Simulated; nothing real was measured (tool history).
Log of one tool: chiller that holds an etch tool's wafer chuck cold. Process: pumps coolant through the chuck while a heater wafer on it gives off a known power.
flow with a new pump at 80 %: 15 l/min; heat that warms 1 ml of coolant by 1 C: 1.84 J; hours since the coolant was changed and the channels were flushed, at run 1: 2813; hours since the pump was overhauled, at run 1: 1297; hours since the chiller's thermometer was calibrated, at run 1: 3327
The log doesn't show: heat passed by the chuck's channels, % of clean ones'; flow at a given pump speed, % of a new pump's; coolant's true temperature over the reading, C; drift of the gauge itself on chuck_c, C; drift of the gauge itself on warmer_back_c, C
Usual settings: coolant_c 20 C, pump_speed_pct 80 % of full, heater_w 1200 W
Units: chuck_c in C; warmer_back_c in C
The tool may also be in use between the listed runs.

| run | hour | coolant_c | pump_speed_pct | heater_w | hours since the coolant was changed and the channels were flushed | hours since the pump was overhauled | hours since the chiller's thermometer was calibrated | chuck_c | warmer_back_c |
|---|---|---|---|---|---|---|---|---|---|
| 1 | 0.0 | 20 | 80 | 1200 | 2813 | 1297 | 3327 | 31.4 | 2.70 |
| 2 | 57.2 | 20 | 80 | 1200 | 2870 | 1354 | 3384 | 31.5 | 2.67 |
| 3 | 128.2 | 16 | 80 | 1200 | 2941 | 1425 | 3455 | 27.5 | 2.68 |
| 4 | 176.4 | 20 | 93 | 1200 | 2989 | 1473 | 3503 | 30.1 | 2.33 |
| 5 | 215.4 | 20 | 93 | 1200 | 3028 | 1512 | 3542 | 30.0 | 2.30 |
| 6 | 258.2 | 20 | 93 | 1200 | 3071 | 1555 | 3585 | 30.1 | 2.34 |
| 7 | 306.1 | 20 | 80 | 1200 | 3119 | 1603 | 3633 | 31.7 | 2.74 |
| 8 | 351.3 | 20 | 80 | 1200 | 3164 | 1648 | 3678 | 31.6 | 2.73 |
| 9 | 385.5 | 20 | 80 | 1200 | 3198 | 1682 | 3712 | 31.7 | 2.74 |
| 10 | 427.7 | 20 | 80 | 1200 | 3241 | 1724 | 3754 | 31.7 | 2.72 |
| 11 | 487.5 | 20 | 73 | 1200 | 3300 | 1784 | 3814 | 32.8 | 3.00 |
| 12 | 521.7 | 20 | 62 | 1200 | 3335 | 1819 | 3848 | 34.7 | 3.59 |
|  | 528.5 | chiller's thermometer calibrated |
| 13 | 567.3 | 20 | 62 | 1200 | 3379 | 1863 | 39 | 34.5 | 3.55 |
| 14 | 631.3 | 20 | 80 | 1160 | 3443 | 1927 | 103 | 30.9 | 2.67 |
| 15 | 701.8 | 20 | 80 | 1160 | 3514 | 1998 | 173 | 31.1 | 2.67 |
| 16 | 745.0 | 25 | 80 | 1160 | 3557 | 2041 | 217 | 36.3 | 2.69 |
| 17 | 782.1 | 25 | 80 | 1160 | 3594 | 2078 | 254 | 36.2 | 2.70 |
|  | 807.5 | chiller's thermometer calibrated, once more |
| 18 | 852.5 | 21 | 80 | 625 | 3663 | 2147 | 45 | 27.7 | 1.49 |
| 19 | 915.7 | 26 | 62 | 1533 | 3727 | 2210 | 108 | 46.4 | 4.64 |
| 20 | 985.7 | 26 | 62 | 1533 | 3797 | 2281 | 178 | 46.6 | 4.64 |
| 21 | 1032.6 | 27 | 62 | 1533 | 3844 | 2327 | 225 | 47.6 | 4.66 |
| 22 | 1096.2 | 11 | 80 | 1200 | 3907 | 2391 | 289 | 24.0 | 2.86 |
| 23 | 1132.8 | 11 | 80 | 1200 | 3944 | 2428 | 325 | 24.1 | 2.76 |
| 24 | 1199.9 | 13 | 61 | 1235 | 4011 | 2495 | 392 | 30.0 | 3.84 |
| 25 | 1247.9 | 13 | 61 | 1235 | 4059 | 2543 | 440 | 29.8 | 3.84 |
| 26 | 1315.5 | 15 | 81 | 1439 | 4126 | 2610 | 508 | 30.6 | 3.35 |
| 27 | 1392.3 | 20 | 92 | 1200 | 4203 | 2687 | 585 | 31.6 | 2.50 |
| 28 | 1462.8 | 24 | 89 | 1297 | 4274 | 2758 | 655 | 37.0 | 2.74 |
| 29 | 1518.4 | 20 | 63 | 1200 | 4329 | 2813 | 711 | 36.1 | 3.67 |
| 30 | 1579.8 | 16 | 88 | 827 | 4391 | 2875 | 772 | 24.5 | 1.82 |
| 31 | 1640.6 | 16 | 88 | 827 | 4451 | 2935 | 833 | 24.5 | 1.85 |
| 32 | 1691.3 | 16 | 88 | 827 | 4502 | 2986 | 884 | 24.5 | 1.74 |

How the hidden state differs across the entries between the runs, from the last listed run before each to the first after it:
Between runs 12 and 13: chiller's thermometer calibrated (hour 528.5)
  heat passed by the chuck's channels, % of clean ones': 86.3 -> 86.2; flow at a given pump speed, % of a new pump's: 94.6 -> 94.4; coolant's true temperature over the reading, C: -0.8 -> -1.05
  measured less the result without the state, chuck_c: +1.7 -> +1.4 C; warmer_back_c: +0.20 -> +0.20 C
Between runs 17 and 18: chiller's thermometer calibrated, once more (hour 807.5)
  heat passed by the chuck's channels, % of clean ones': 85.3 -> 85; flow at a given pump speed, % of a new pump's: 93.8 -> 93.6; coolant's true temperature over the reading, C: -1.09 -> -0.04
  measured less the result without the state, chuck_c: +1.0 -> +1.2 C; warmer_back_c: +0.16 -> +0.10 C

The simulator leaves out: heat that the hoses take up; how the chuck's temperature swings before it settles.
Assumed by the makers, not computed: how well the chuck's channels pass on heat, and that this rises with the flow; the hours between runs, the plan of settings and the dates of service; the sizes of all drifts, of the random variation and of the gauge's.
